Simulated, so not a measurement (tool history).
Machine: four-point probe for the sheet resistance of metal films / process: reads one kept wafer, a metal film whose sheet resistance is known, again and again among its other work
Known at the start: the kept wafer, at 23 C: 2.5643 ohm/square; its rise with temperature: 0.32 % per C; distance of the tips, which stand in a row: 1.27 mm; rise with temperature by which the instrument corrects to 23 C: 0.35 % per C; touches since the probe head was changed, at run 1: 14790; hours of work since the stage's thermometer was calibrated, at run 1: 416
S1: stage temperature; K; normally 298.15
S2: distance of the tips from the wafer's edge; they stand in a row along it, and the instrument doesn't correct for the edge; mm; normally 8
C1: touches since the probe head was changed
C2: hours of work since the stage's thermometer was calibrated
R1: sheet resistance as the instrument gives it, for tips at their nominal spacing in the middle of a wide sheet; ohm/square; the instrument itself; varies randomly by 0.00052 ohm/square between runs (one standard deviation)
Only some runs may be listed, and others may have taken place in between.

run 1 hour=0.0 | S1=298.15 S2=8 | C1=14790 C2=416 | R1=2.601896
run 2 hour=17.2 | S1=298.15 S2=8 | C1=15053 C2=424 | R1=2.600466
run 3 hour=41.8 | S1=298.15 S2=8 | C1=15430 C2=436 | R1=2.600689
run 4 hour=65.1 | S1=298.15 S2=8 | C1=15786 C2=447 | R1=2.601204
run 5 hour=84.2 | S1=293.15 S2=8 | C1=16078 C2=456 | R1=2.604574
run 6 hour=99.7 | S1=293.15 S2=8 | C1=16314 C2=463 | R1=2.603944
run 7 hour=123.4 | S1=298.15 S2=64 | C1=16677 C2=474 | R1=2.565770
run 8 hour=142.9 | S1=298.15 S2=5 | C1=16975 C2=483 | R1=2.652156
run 9 hour=161.9 | S1=298.15 S2=5 | C1=17266 C2=492 | R1=2.651906
run 10 hour=175.3 | S1=298.15 S2=5 | C1=17470 C2=498 | R1=2.651929
run 11 hour=194.7 | S1=298.15 S2=28 | C1=17767 C2=507 | R1=2.568129
run 12 hour=220.7 | S1=298.15 S2=28 | C1=18164 C2=519 | R1=2.568461
run 13 hour=238.9 | S1=298.15 S2=28 | C1=18443 C2=528 | R1=2.568075
run 14 hour=263.5 | S1=298.15 S2=8 | C1=18819 C2=539 | R1=2.599423
run 15 hour=280.3 | S1=298.15 S2=8 | C1=19077 C2=547 | R1=2.598935
run 16 hour=295.3 | S1=298.15 S2=8 | C1=19306 C2=554 | R1=2.600273
run 17 hour=321.7 | S1=298.15 S2=8 | C1=19708 C2=567 | R1=2.600014
run 18 hour=341.2 | S1=306.15 S2=8 | C1=20007 C2=576 | R1=2.594417
run 19 hour=364.6 | S1=306.15 S2=8 | C1=20365 C2=587 | R1=2.593792
run 20 hour=377.0 | S1=306.15 S2=8 | C1=20555 C2=592 | R1=2.593554
run 21 hour=401.2 | S1=306.15 S2=8 | C1=20925 C2=604 | R1=2.593906
run 22 hour=426.5 | S1=306.15 S2=8 | C1=21311 C2=616 | R1=2.593935
run 23 hour=449.7 | S1=306.15 S2=8 | C1=21666 C2=626 | R1=2.592935
run 24 hour=463.2 | S1=304.15 S2=18 | C1=21872 C2=633 | R1=2.567078
run 25 hour=481.2 | S1=304.15 S2=18 | C1=22147 C2=641 | R1=2.567120
run 26 hour=504.3 | S1=304.15 S2=18 | C1=22500 C2=652 | R1=2.567015
run 27 hour=523.5 | S1=302.15 S2=31 | C1=22795 C2=661 | R1=2.564500
run 28 hour=549.4 | S1=302.15 S2=31 | C1=23191 C2=673 | R1=2.563148
run 29 hour=573.6 | S1=294.15 S2=8 | C1=23561 C2=684 | R1=2.600805
run 30 hour=599.5 | S1=294.15 S2=8 | C1=23956 C2=697 | R1=2.601290
run 31 hour=613.0 | S1=307.15 S2=11 | C1=24163 C2=703 | R1=2.576099
run 32 hour=625.5 | S1=297.15 S2=3 | C1=24354 C2=709 | R1=2.788236
run 33 hour=640.8 | S1=299.15 S2=51 | C1=24588 C2=716 | R1=2.563731
run 34 hour=663.6 | S1=299.15 S2=51 | C1=24937 C2=727 | R1=2.563543
run 35 hour=687.3 | S1=294.15 S2=6 | C1=25299 C2=738 | R1=2.627391
run 36 hour=703.4 | S1=297.15 S2=7 | C1=25544 C2=745 | R1=2.608327
run 37 hour=718.7 | S1=291.15 S2=7 | C1=25779 C2=752 | R1=2.611744
run 38 hour=746.4 | S1=291.15 S2=7 | C1=26202 C2=765 | R1=2.612640
run 39 hour=768.2 | S1=293.15 S2=50 | C1=26535 C2=775 | R1=2.567525
run 40 hour=780.0 | S1=294.15 S2=3 | C1=26716 C2=781 | R1=2.789943
run 41 hour=804.0 | S1=294.15 S2=3 | C1=27083 C2=792 | R1=2.788769
run 42 hour=815.5 | S1=292.15 S2=10 | C1=27258 C2=798 | R1=2.590329
run 43 hour=838.6 | S1=292.15 S2=10 | C1=27611 C2=808 | R1=2.590105
run 44 hour=850.6 | S1=300.15 S2=7 | C1=27795 C2=814 | R1=2.607225
run 45 hour=868.3 | S1=307.15 S2=4 | C1=28066 C2=822 | R1=2.687656

Pick out some run-to-run changes in R1. Of each, how much would a tool without hidden state show as well, from the settings, what came in and chance, and how much is left for the hidden state and any gauge scatter not in both results compared?
The hidden state here: inner tips' distance over the nominal, %; tips' flats over new ones', %; wafer's true temperature over the reading, C; drift of the gauge itself on sheet_ohm, %.
Run 6 -> 7: S1 293.15 -> 298.15, S2 8 -> 64. R1 -0.038174 ohm/square: hidden state -0.000156, all else -0.038018.
Run 10 -> 11: S2 5 -> 28. R1 -0.083800 ohm/square: hidden state -0.000170, all else -0.083630.
Run 31 -> 32: S1 307.15 -> 297.15, S2 11 -> 3. R1 +0.212137 ohm/square: hidden state +0.000034, all else +0.212103.
Run 32 -> 33: S1 297.15 -> 299.15, S2 3 -> 51. R1 -0.224505 ohm/square: hidden state -0.000135, all else -0.224370.
Run 39 -> 40: S1 293.15 -> 294.15, S2 50 -> 3. R1 +0.222418 ohm/square: hidden state -0.000043, all else +0.222461.
